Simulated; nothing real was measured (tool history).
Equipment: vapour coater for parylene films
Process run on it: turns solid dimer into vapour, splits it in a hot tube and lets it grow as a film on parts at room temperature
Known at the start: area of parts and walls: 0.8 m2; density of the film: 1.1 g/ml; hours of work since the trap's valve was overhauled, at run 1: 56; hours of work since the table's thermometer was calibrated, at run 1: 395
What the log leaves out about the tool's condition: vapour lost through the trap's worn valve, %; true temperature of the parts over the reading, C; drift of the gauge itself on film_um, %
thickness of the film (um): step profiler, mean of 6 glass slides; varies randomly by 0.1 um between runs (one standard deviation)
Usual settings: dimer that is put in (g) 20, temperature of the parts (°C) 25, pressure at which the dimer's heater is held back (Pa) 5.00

run	day	dimer that is put in (g)	temperature of the parts (°C)	pressure at which the dimer's heater is held back (Pa)	hours of work since the trap's valve was overhauled	hours of work since the table's thermometer was calibrated	thickness of the film (um)
1	0.000	20	25	5.00	56	395	12.33
2	1.300	20	25	5.00	78	416	12.42
3	3.012	20	25	5.00	105	444	12.35
4	4.888	20	25	5.00	136	475	12.32
5	6.312	20	25	5.00	159	498	12.16
# day 6.450: table's thermometer calibrated
6	7.238	20	25	5.00	174	13	12.04
7	8.617	20	25	8.94	196	35	10.81
8	10.575	20	25	8.94	228	67	10.64
9	12.175	33	25	5.02	254	93	19.67
# day 12.300: table's thermometer calibrated, once more
10	13.433	33	25	5.02	274	18	19.46
11	15.308	9	29	5.02	305	49	4.49
12	17.208	8	35	2.98	335	80	3.55
# day 18.388: trap's valve overhauled
13	18.550	8	35	2.98	3	99	3.82
14	20.271	10	27	3.58	31	127	6.19
15	21.458	33	25	2.88	50	147	22.33

Measured minus without-hidden-state, run by run (identical run-to-run variation in each term; gauge scatter may differ):
run	thickness of the film (um)
1	-0.10
2	-0.17
3	-0.24
4	-0.31
5	-0.37
6	-0.40
7	-0.41
8	-0.47
9	-0.98
10	-1.17
11	-0.30
12	-0.27
13	-0.04
14	-0.10
15	-0.46
